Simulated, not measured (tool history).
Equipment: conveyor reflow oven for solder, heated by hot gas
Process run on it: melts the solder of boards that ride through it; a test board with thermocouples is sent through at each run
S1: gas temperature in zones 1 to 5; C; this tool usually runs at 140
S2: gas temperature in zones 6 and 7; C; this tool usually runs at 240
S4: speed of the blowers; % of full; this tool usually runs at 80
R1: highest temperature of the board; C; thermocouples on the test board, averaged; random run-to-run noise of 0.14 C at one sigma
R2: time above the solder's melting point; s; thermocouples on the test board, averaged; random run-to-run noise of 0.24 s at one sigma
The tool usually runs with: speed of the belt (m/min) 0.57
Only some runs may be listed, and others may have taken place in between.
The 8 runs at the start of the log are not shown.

{"run": 9, "hour": 73.2, "S1": 140, "S2": 240, "speed of the belt (m/min)": 0.57, "S4": 80, "R1": 230.5, "R2": 74.1}
{"run": 10, "hour": 83.6, "S1": 140, "S2": 238, "speed of the belt (m/min)": 0.57, "S4": 80, "R1": 228.4, "R2": 73.1}
{"run": 11, "hour": 89.8, "S1": 140, "S2": 240, "speed of the belt (m/min)": 0.57, "S4": 80, "R1": 230.5, "R2": 74.1}
{"run": 12, "hour": 101.7, "S1": 140, "S2": 240, "speed of the belt (m/min)": 0.57, "S4": 80, "R1": 230.3, "R2": 73.8}
{"run": 13, "hour": 108.0, "S1": 140, "S2": 240, "speed of the belt (m/min)": 0.57, "S4": 80, "R1": 230.3, "R2": 73.9}
{"run": 14, "hour": 119.5, "S1": 140, "S2": 240, "speed of the belt (m/min)": 0.57, "S4": 50, "R1": 222.9, "R2": 68.4}
{"run": 15, "hour": 127.2, "S1": 140, "S2": 240, "speed of the belt (m/min)": 0.57, "S4": 50, "R1": 222.6, "R2": 68.3}
{"run": 16, "hour": 139.8, "S1": 140, "S2": 240, "speed of the belt (m/min)": 0.57, "S4": 50, "R1": 222.4, "R2": 68.5}
{"run": 17, "hour": 146.5, "S1": 140, "S2": 240, "speed of the belt (m/min)": 0.557, "S4": 80, "R1": 230.8, "R2": 76.1}
{"run": 18, "hour": 152.7, "S1": 140, "S2": 234, "speed of the belt (m/min)": 0.57, "S4": 80, "R1": 224.7, "R2": 70.5}
{"run": 19, "hour": 159.3, "S1": 140, "S2": 234, "speed of the belt (m/min)": 0.57, "S4": 80, "R1": 224.6, "R2": 70.2}
{"run": 20, "hour": 166.9, "S1": 140, "S2": 234, "speed of the belt (m/min)": 0.57, "S4": 80, "R1": 224.6, "R2": 71.6}
{"run": 21, "hour": 174.5, "S1": 140, "S2": 233, "speed of the belt (m/min)": 0.606, "S4": 83, "R1": 222.8, "R2": 65.3}
{"run": 22, "hour": 183.1, "S1": 140, "S2": 233, "speed of the belt (m/min)": 0.642, "S4": 80, "R1": 220.5, "R2": 59.5}
{"run": 23, "hour": 188.2, "S1": 140, "S2": 233, "speed of the belt (m/min)": 0.642, "S4": 80, "R1": 220.7, "R2": 59.6}
{"run": 24, "hour": 197.7, "S1": 133, "S2": 233, "speed of the belt (m/min)": 0.642, "S4": 54, "R1": 212.1, "R2": 49.5}
{"run": 25, "hour": 204.0, "S1": 154, "S2": 235, "speed of the belt (m/min)": 0.57, "S4": 80, "R1": 227.4, "R2": 77.8}
{"run": 26, "hour": 215.5, "S1": 132, "S2": 253, "speed of the belt (m/min)": 0.619, "S4": 72, "R1": 236.5, "R2": 68.9}
{"run": 27, "hour": 228.0, "S1": 132, "S2": 253, "speed of the belt (m/min)": 0.619, "S4": 72, "R1": 236.7, "R2": 68.6}
{"run": 28, "hour": 238.7, "S1": 132, "S2": 253, "speed of the belt (m/min)": 0.619, "S4": 72, "R1": 236.9, "R2": 68.7}
{"run": 29, "hour": 251.2, "S1": 132, "S2": 253, "speed of the belt (m/min)": 0.619, "S4": 72, "R1": 236.4, "R2": 68.8}
{"run": 30, "hour": 257.7, "S1": 125, "S2": 247, "speed of the belt (m/min)": 0.57, "S4": 80, "R1": 234.8, "R2": 71.7}
{"run": 31, "hour": 267.3, "S1": 125, "S2": 252, "speed of the belt (m/min)": 0.57, "S4": 80, "R1": 239.8, "R2": 74.5}

Forecast each of these 4 alternatives for the next run:
{"run": "A", "hour": 279.7, "S1": 140, "S2": 240, "speed of the belt (m/min)": 0.501, "S4": 80, "R1": "?", "R2": "?"}
{"run": "B", "hour": 279.7, "S1": 128, "S2": 252, "speed of the belt (m/min)": 0.523, "S4": 52, "R1": "?", "R2": "?"}
{"run": "C", "hour": 279.7, "S1": 131, "S2": 234, "speed of the belt (m/min)": 0.57, "S4": 80, "R1": "?", "R2": "?"}
{"run": "D", "hour": 279.7, "S1": 125, "S2": 231, "speed of the belt (m/min)": 0.486, "S4": 69, "R1": "?", "R2": "?"}

run=A R1=233.4 R2=86.9
run=B R1=235.3 R2=79.3
run=C R1=223.6 R2=66.9
run=D R1=222.3 R2=75.9
The same runs, with their run-to-run variation unchanged, on a tool lacking any hidden condition would have given:
run=A R1=231.9 R2=85.6
run=B R1=233.8 R2=77.8
run=C R1=222.3 R2=65.8
run=D R1=220.8 R2=74.4
